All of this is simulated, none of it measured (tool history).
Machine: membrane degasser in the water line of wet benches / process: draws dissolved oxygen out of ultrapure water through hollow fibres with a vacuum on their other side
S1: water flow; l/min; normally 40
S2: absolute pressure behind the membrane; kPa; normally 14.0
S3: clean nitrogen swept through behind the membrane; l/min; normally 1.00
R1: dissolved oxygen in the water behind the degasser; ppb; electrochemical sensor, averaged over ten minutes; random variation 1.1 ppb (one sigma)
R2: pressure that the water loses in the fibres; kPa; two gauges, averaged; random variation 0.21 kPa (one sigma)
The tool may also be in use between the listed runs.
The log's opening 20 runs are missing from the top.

run 21 hour=1883.8 | S1=30 S2=11.6 S3=1.00 | R1=513.1 R2=37.39
run 22 hour=1991.5 | S1=47 S2=9.6 S3=0.44 | R1=998.6 R2=58.74
run 23 hour=2105.7 | S1=47 S2=9.6 S3=0.44 | R1=1002.7 R2=58.91
-- hour=2162.1 vacuum gauge calibrated
run 24 hour=2220.5 | S1=61 S2=25.5 S3=1.22 | R1=1863.8 R2=76.35
run 25 hour=2291.0 | S1=44 S2=24.5 S3=0.49 | R1=2455.7 R2=54.88
run 26 hour=2418.2 | S1=35 S2=14.0 S3=0.67 | R1=988.0 R2=43.57
run 27 hour=2546.8 | S1=49 S2=14.0 S3=0.53 | R1=1457.6 R2=61.36
run 28 hour=2622.1 | S1=49 S2=14.0 S3=0.53 | R1=1460.2 R2=60.89
run 29 hour=2703.6 | S1=49 S2=14.0 S3=0.53 | R1=1457.7 R2=61.36
run 30 hour=2799.7 | S1=26 S2=12.6 S3=0.57 | R1=782.0 R2=32.52
run 31 hour=2873.5 | S1=55 S2=12.1 S3=0.57 | R1=1299.4 R2=68.66
run 32 hour=2973.8 | S1=55 S2=12.1 S3=0.57 | R1=1299.3 R2=68.53

Here are 3 independent what-if runs from the current tool condition. What would each one return?
run A hour=3083.0 | S1=34 S2=19.4 S3=0.96 | R1=? R2=?
run B hour=3083.0 | S1=34 S2=12.1 S3=0.57 | R1=? R2=?
run C hour=3083.0 | S1=27 S2=15.8 S3=0.56 | R1=? R2=?

run=A R1=1069.5 R2=42.29
run=B R1=907.4 R2=42.51
run=C R1=1065.2 R2=33.73
With no hidden state in the tool, these same runs would have given:
run=A R1=1060.5 R2=42.28
run=B R1=899.8 R2=42.50
run=C R1=1056.3 R2=33.72
